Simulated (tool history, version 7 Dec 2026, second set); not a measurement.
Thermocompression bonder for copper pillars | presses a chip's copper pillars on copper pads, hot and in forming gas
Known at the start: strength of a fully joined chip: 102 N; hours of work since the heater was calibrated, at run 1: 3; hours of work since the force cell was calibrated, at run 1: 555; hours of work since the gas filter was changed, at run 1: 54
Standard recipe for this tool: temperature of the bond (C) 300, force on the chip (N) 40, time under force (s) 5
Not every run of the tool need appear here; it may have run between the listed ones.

run,hour,temperature of the bond (C),force on the chip (N),time under force (s),hours of work since the heater was calibrated,hours of work since the force cell was calibrated,hours of work since the gas filter was changed,force that shears a chip off (N)
1,0,300,40,5,3,555,54,36.8
2,49.9,300,40,5,36,589,88,36.4
3,123.8,323,40,5,85,638,137,46.5
4,185.8,300,40,5,127,679,178,36.5
5,234.1,300,40,5,159,712,211,36.4
6,305,300,40,5,207,759,258,36.1
7,394.3,300,40,5,266,819,318,36.2
8,453.8,300,40,6,306,859,358,38.7
# hour 468: forming gas filter changed
9,515,300,40,6,347,899,31,38.8
10,586.3,300,40,6,395,947,79,39.1
11,623.3,300,28,5,419,972,104,27.9
12,691.6,300,40,7,465,1018,150,41.5
13,772.4,300,32,5,519,1072,204,31
14,811,300,32,12,545,1097,230,43.3
15,884.9,316,40,5,594,1147,279,42.6
16,936.4,316,40,5,629,1181,313,42.6
# hour 1016.6: forming gas filter changed
17,1024,300,40,5,687,1240,5,35.9
18,1078.7,300,40,5,724,1276,42,36.3
19,1143.1,300,40,5,767,1319,85,35.9
20,1183.1,300,40,5,794,1346,111,35.7
# hour 1209.9: force cell calibrated
21,1267.1,300,44,3,849,38,167,31.2
22,1327.5,290,58,5,889,79,207,41
23,1392.8,290,58,5,933,122,251,41
24,1467.6,314,40,9,983,172,301,51.2
# hour 1542.6: gauge calibrated
25,1554.8,314,52,9,1041,231,359,60.6
# hour 1565.2: forming gas filter changed
# hour 1606.5: heater calibrated with a thermocouple chip
26,1632.3,287,42,5,17,281,44,32.7
27,1718.9,301,25,5,75,339,101,26.7
28,1757.6,300,41,3,101,365,127,30.1
29,1802.6,320,40,7,131,395,157,50.6
30,1845,320,40,7,160,423,186,50.9
31,1916.2,329,35,3,207,471,234,37
32,1995.9,309,60,3,261,524,287,42.8
33,2065.3,308,38,10,307,571,333,49.4
# hour 2117.4: forming gas filter changed
34,2133.1,308,38,10,352,616,10,49.2
35,2193.9,325,40,6,393,656,51,49.7
36,2279.6,325,40,6,450,714,108,49.5
37,2345.4,306,43,3,494,758,153,33.3
38,2394.2,306,43,3,527,790,185,32.9
39,2457.6,306,43,3,569,833,228,32.8

Describe how what the log doesn't record of the tool's condition differs between the last listed run preceding each entry between runs and the first listed run following it.
After run 8, before run 9: forming gas filter changed (hour 468)
  oxide that the forming gas leaves, % of the face: 1.04 -> 0.55; drift of the gauge itself on shear_n, %: -0.85 -> -0.96
  measured less the result without the state, force that shears a chip off (N): -0.6 -> -0.4
After run 16, before run 17: forming gas filter changed (hour 1016.6)
  true temperature of the bond over the reading, C: 0.2 -> 0.3; oxide that the forming gas leaves, % of the face: 0.97 -> 0.51; drift of the gauge itself on shear_n, %: -1.75 -> -1.91
  measured less the result without the state, force that shears a chip off (N): -0.9 -> -0.6
After run 20, before run 21: force cell calibrated (hour 1209.9)
  force that reaches the chip, % of what is set: 99.7 -> 99.9; oxide that the forming gas leaves, % of the face: 0.68 -> 0.76; drift of the gauge itself on shear_n, %: -2.2 -> -2.36
  measured less the result without the state, force that shears a chip off (N): -0.8 -> -0.7
After run 24, before run 25: gauge calibrated (hour 1542.6)
  oxide that the forming gas leaves, % of the face: 0.98 -> 1.07; drift of the gauge itself on shear_n, %: -2.73 -> -0.02
  measured less the result without the state, force that shears a chip off (N): -1.5 -> -0.2
After run 25, before run 26: forming gas filter changed (hour 1565.2); heater calibrated with a thermocouple chip (hour 1606.5)
  true temperature of the bond over the reading, C: 0.4 -> 0; oxide that the forming gas leaves, % of the face: 1.07 -> 0.57; drift of the gauge itself on shear_n, %: -0.02 -> -0.16
  measured less the result without the state, force that shears a chip off (N): -0.2 -> -0.1
After run 33, before run 34: forming gas filter changed (hour 2117.4)
  oxide that the forming gas leaves, % of the face: 1.04 -> 0.52; drift of the gauge itself on shear_n, %: -0.97 -> -1.1
  measured less the result without the state, force that shears a chip off (N): -0.8 -> -0.5

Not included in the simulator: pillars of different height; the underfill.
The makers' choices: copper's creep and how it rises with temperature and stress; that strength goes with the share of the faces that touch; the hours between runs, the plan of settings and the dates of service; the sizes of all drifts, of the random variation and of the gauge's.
